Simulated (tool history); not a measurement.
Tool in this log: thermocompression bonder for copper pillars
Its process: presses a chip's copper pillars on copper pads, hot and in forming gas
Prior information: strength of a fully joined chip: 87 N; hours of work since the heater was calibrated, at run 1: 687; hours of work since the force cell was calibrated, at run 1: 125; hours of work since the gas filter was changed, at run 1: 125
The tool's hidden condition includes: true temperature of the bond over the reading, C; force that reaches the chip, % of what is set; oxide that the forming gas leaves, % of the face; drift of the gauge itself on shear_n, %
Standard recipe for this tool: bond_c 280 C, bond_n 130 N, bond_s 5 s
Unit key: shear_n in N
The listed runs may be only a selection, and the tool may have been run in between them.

run,hour,bond_c,bond_n,bond_s,hours of work since the heater was calibrated,hours of work since the force cell was calibrated,hours of work since the gas filter was changed,shear_n
1,0.0,280,130,5,687,125,125,61.8
2,25.1,280,130,5,705,142,142,61.4
3,61.7,280,130,5,730,167,167,61.5
4,91.5,306,130,5,751,188,188,70.2
5,110.6,298,130,5,764,201,201,67.5
6,149.1,298,130,5,791,228,228,67.7
7,185.3,298,130,5,816,253,253,67.4
# hour 216.2: forming gas filter changed
8,221.5,280,87,5,840,277,4,51.4
9,247.8,271,87,5,858,296,22,47.6
10,277.4,271,87,5,879,316,42,47.5
11,314.4,271,87,5,904,342,68,47.3
12,355.6,271,87,5,933,370,96,47.5
13,396.0,271,87,5,961,398,124,47.3
14,421.9,280,130,5,979,416,142,62.4
15,440.7,280,130,5,992,429,155,62.4
16,479.4,280,130,5,1019,456,182,61.8
17,507.1,280,130,5,1038,475,201,61.6
# hour 512.3: force cell calibrated
18,543.7,280,130,5,1062,22,225,62.1
19,571.8,280,89,4,1081,41,245,47.9
20,601.6,280,82,4,1102,62,265,45.2
# hour 615.0: forming gas filter changed
21,636.6,280,84,4,1126,86,15,47.4
22,668.2,280,84,4,1148,107,37,47.5
# hour 687.1: force cell calibrated, once more
23,704.4,280,84,4,1172,12,61,46.3
24,724.0,280,174,12,1185,26,74,79.5
25,747.0,308,130,4,1201,41,90,68.8
26,764.8,303,94,9,1214,54,103,69.8
27,802.6,265,102,6,1240,80,129,52.1
28,836.3,267,95,11,1263,103,152,60.3
29,860.9,267,95,11,1280,120,169,59.8
30,880.1,267,95,11,1293,133,182,59.8
31,907.3,280,98,4,1312,152,201,50.4
32,937.5,288,139,4,1333,173,222,63.1
33,971.0,307,103,10,1356,196,245,73.3
34,1002.5,302,130,5,1378,218,267,68.6
# hour 1012.2: forming gas filter changed
35,1028.8,266,111,15,1396,236,11,69.8
36,1067.3,270,107,5,1422,263,38,53.4

A few steps of shear_n between consecutive runs. Split each: what settings, incoming material and random variation would produce without the hidden state, and what is left over for the hidden state, along with gauge scatter present in only one of the two compared results (measured, and without hidden state):
Run 7 -> 8: bond_c 298 -> 280, bond_n 130 -> 87, forming gas filter changed. shear_n -16.0 N: hidden state +1.9, all else -17.9.
Run 20 -> 21: bond_n 82 -> 84, forming gas filter changed. shear_n +2.2 N: hidden state +1.4, all else +0.8.
Run 23 -> 24: bond_n 84 -> 174, bond_s 4 -> 12. shear_n +33.2 N: hidden state -0.8, all else +34.0.
Run 26 -> 27: bond_c 303 -> 265, bond_n 94 -> 102, bond_s 9 -> 6. shear_n -17.7 N: hidden state +0.5, all else -18.2.
Run 34 -> 35: bond_c 302 -> 266, bond_n 130 -> 111, bond_s 5 -> 15, forming gas filter changed. shear_n +1.2 N: hidden state +2.3, all else -1.1.
Run 35 -> 36: bond_c 266 -> 270, bond_n 111 -> 107, bond_s 15 -> 5. shear_n -16.4 N: hidden state +0.1, all else -16.5.
